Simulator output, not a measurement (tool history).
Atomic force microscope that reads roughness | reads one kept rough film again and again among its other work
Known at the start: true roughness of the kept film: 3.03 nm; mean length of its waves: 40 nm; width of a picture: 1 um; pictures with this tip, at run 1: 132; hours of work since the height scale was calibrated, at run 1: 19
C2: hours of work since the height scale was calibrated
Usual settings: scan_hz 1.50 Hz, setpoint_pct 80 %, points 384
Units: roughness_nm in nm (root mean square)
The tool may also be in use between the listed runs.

run 1 hour=0.0 | scan_hz=1.50 setpoint_pct=80 points=384 | pictures_with_this_tip=132 C2=19 | roughness_nm=2.583
run 2 hour=12.5 | scan_hz=1.50 setpoint_pct=80 points=384 | pictures_with_this_tip=150 C2=25 | roughness_nm=2.566
run 3 hour=20.1 | scan_hz=1.50 setpoint_pct=80 points=384 | pictures_with_this_tip=160 C2=28 | roughness_nm=2.588
run 4 hour=29.0 | scan_hz=1.50 setpoint_pct=80 points=384 | pictures_with_this_tip=173 C2=33 | roughness_nm=2.591
run 5 hour=42.0 | scan_hz=0.67 setpoint_pct=80 points=384 | pictures_with_this_tip=191 C2=39 | roughness_nm=2.724
-- hour=51.7 new tip fitted
run 6 hour=53.8 | scan_hz=0.67 setpoint_pct=80 points=384 | pictures_with_this_tip=3 C2=44 | roughness_nm=2.729
run 7 hour=61.0 | scan_hz=1.50 setpoint_pct=80 points=384 | pictures_with_this_tip=14 C2=48 | roughness_nm=2.580
run 8 hour=67.8 | scan_hz=1.50 setpoint_pct=72 points=384 | pictures_with_this_tip=23 C2=51 | roughness_nm=2.641
run 9 hour=80.8 | scan_hz=1.50 setpoint_pct=72 points=384 | pictures_with_this_tip=42 C2=57 | roughness_nm=2.697
run 10 hour=94.0 | scan_hz=3.44 setpoint_pct=72 points=384 | pictures_with_this_tip=60 C2=64 | roughness_nm=2.460
run 11 hour=100.8 | scan_hz=1.50 setpoint_pct=80 points=384 | pictures_with_this_tip=70 C2=67 | roughness_nm=2.591
run 12 hour=108.9 | scan_hz=1.79 setpoint_pct=88 points=474 | pictures_with_this_tip=81 C2=71 | roughness_nm=2.430
run 13 hour=114.8 | scan_hz=0.83 setpoint_pct=68 points=994 | pictures_with_this_tip=90 C2=74 | roughness_nm=2.802
run 14 hour=121.9 | scan_hz=2.46 setpoint_pct=73 points=258 | pictures_with_this_tip=100 C2=77 | roughness_nm=2.549
run 15 hour=133.0 | scan_hz=2.93 setpoint_pct=66 points=384 | pictures_with_this_tip=115 C2=83 | roughness_nm=2.628
run 16 hour=142.8 | scan_hz=2.93 setpoint_pct=66 points=384 | pictures_with_this_tip=129 C2=87 | roughness_nm=2.593
run 17 hour=151.6 | scan_hz=0.73 setpoint_pct=64 points=877 | pictures_with_this_tip=142 C2=92 | roughness_nm=2.817
run 18 hour=162.3 | scan_hz=1.34 setpoint_pct=59 points=431 | pictures_with_this_tip=157 C2=97 | roughness_nm=2.804
run 19 hour=171.4 | scan_hz=1.14 setpoint_pct=78 points=307 | pictures_with_this_tip=170 C2=101 | roughness_nm=2.658
run 20 hour=179.0 | scan_hz=2.67 setpoint_pct=80 points=333 | pictures_with_this_tip=180 C2=105 | roughness_nm=2.388
run 21 hour=188.0 | scan_hz=1.83 setpoint_pct=66 points=502 | pictures_with_this_tip=193 C2=109 | roughness_nm=2.710
-- hour=196.3 new tip fitted
run 22 hour=199.1 | scan_hz=1.77 setpoint_pct=70 points=602 | pictures_with_this_tip=4 C2=114 | roughness_nm=2.671

Forecast each of these 4 alternatives for the next run:
run A hour=205.0 | scan_hz=1.77 setpoint_pct=71 points=602 | pictures_with_this_tip=12 C2=117 | roughness_nm=?
run B hour=205.0 | scan_hz=1.50 setpoint_pct=80 points=563 | pictures_with_this_tip=12 C2=117 | roughness_nm=?
run C hour=205.0 | scan_hz=1.70 setpoint_pct=80 points=384 | pictures_with_this_tip=12 C2=117 | roughness_nm=?
run D hour=205.0 | scan_hz=0.60 setpoint_pct=70 points=602 | pictures_with_this_tip=12 C2=117 | roughness_nm=?

run=A roughness_nm=2.665
run=B roughness_nm=2.596
run=C roughness_nm=2.572
run=D roughness_nm=2.787
Without the tool's hidden state the same runs would have given:
run=A roughness_nm=2.665
run=B roughness_nm=2.596
run=C roughness_nm=2.573
run=D roughness_nm=2.788

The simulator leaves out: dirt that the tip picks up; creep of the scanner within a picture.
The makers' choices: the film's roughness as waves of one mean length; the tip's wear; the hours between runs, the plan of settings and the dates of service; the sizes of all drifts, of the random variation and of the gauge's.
